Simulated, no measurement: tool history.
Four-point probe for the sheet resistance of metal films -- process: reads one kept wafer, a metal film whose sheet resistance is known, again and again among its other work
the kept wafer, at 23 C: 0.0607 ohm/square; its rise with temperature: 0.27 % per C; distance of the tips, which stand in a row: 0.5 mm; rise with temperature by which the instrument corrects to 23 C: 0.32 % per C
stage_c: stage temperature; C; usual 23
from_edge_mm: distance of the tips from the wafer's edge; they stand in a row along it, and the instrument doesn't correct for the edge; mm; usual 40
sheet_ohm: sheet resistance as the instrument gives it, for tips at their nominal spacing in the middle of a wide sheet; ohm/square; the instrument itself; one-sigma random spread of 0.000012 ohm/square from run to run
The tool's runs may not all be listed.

Run 1, hour 0.0: usual settings. Result: sheet_ohm 0.061043 ohm/square.
Run 2, hour 14.2: usual settings but from_edge_mm 6 mm. Result: sheet_ohm 0.061253 ohm/square.
Run 3, hour 26.7: usual settings but from_edge_mm 6 mm. Result: sheet_ohm 0.061257 ohm/square.
Run 4, hour 54.2: usual settings but from_edge_mm 6 mm. Result: sheet_ohm 0.061256 ohm/square.
Run 5, hour 78.3: usual settings but stage_c 21 C. Result: sheet_ohm 0.061100 ohm/square.
Run 6, hour 90.2: usual settings but stage_c 21 C. Result: sheet_ohm 0.061069 ohm/square.
Run 7, hour 112.1: usual settings but from_edge_mm 20 mm. Result: sheet_ohm 0.061037 ohm/square.
Run 8, hour 135.7: usual settings but stage_c 26 C. Result: sheet_ohm 0.060939 ohm/square.
Run 9, hour 149.1: usual settings but stage_c 26 C. Result: sheet_ohm 0.060942 ohm/square.
Run 10, hour 173.8: usual settings but stage_c 26 C. Result: sheet_ohm 0.060931 ohm/square.
Run 11, hour 190.1: usual settings but stage_c 26 C. Result: sheet_ohm 0.060929 ohm/square.
Run 12, hour 203.1: usual settings but stage_c 26 C, from_edge_mm 12 mm. Result: sheet_ohm 0.060971 ohm/square.
Run 13, hour 226.1: usual settings but stage_c 27 C, from_edge_mm 54 mm. Result: sheet_ohm 0.060913 ohm/square.
Run 14, hour 244.0: usual settings but stage_c 35 C, from_edge_mm 61 mm. Result: sheet_ohm 0.060653 ohm/square.
Run 15, hour 270.5: usual settings but stage_c 35 C, from_edge_mm 8 mm. Result: sheet_ohm 0.060794 ohm/square.
Run 16, hour 288.7: usual settings but stage_c 26 C, from_edge_mm 14 mm. Result: sheet_ohm 0.060967 ohm/square.
At hour 290.6: stage's thermometer calibrated.
Run 17, hour 304.5: usual settings but stage_c 26 C, from_edge_mm 14 mm. Result: sheet_ohm 0.060994 ohm/square.
Run 18, hour 326.5: usual settings but stage_c 26 C, from_edge_mm 14 mm. Result: sheet_ohm 0.060979 ohm/square.
Run 19, hour 348.1: usual settings but stage_c 26 C, from_edge_mm 14 mm. Result: sheet_ohm 0.060983 ohm/square.
Run 20, hour 371.6: usual settings but stage_c 20 C, from_edge_mm 6 mm. Result: sheet_ohm 0.061392 ohm/square.
At hour 385.0: stage's thermometer calibrated, once more.
Run 21, hour 390.0: usual settings but stage_c 31 C, from_edge_mm 3 mm. Result: sheet_ohm 0.061759 ohm/square.
Run 22, hour 402.7: usual settings but from_edge_mm 3 mm. Result: sheet_ohm 0.062005 ohm/square.
Run 23, hour 428.0: usual settings but stage_c 29 C, from_edge_mm 4 mm. Result: sheet_ohm 0.061441 ohm/square.
Run 24, hour 452.6: usual settings but stage_c 20 C, from_edge_mm 41 mm. Result: sheet_ohm 0.061207 ohm/square.

Consider 5 possible next runs. They are alternatives, not a sequence: every one starts from the tool as it was left by run 24. What does each give?
Run A, hour 479.4: usual settings but stage_c 27 C, from_edge_mm 41 mm. Result: sheet_ohm ?.
Run B, hour 479.4: usual settings but stage_c 20 C. Result: sheet_ohm ?.
Run C, hour 479.4: usual settings but stage_c 18 C, from_edge_mm 8 mm. Result: sheet_ohm ?.
Run D, hour 479.4: usual settings but from_edge_mm 42 mm. Result: sheet_ohm ?.
Run E, hour 479.4: usual settings but stage_c 26 C, from_edge_mm 11 mm. Result: sheet_ohm ?.

run  sheet_ohm
  A   0.060975
  B   0.061218
  C   0.061409
  D   0.061129
  E   0.061057
With no hidden state in the tool, these same runs would have given:
run  sheet_ohm
  A   0.060562
  B   0.060804
  C   0.060994
  D   0.060716
  E   0.060644
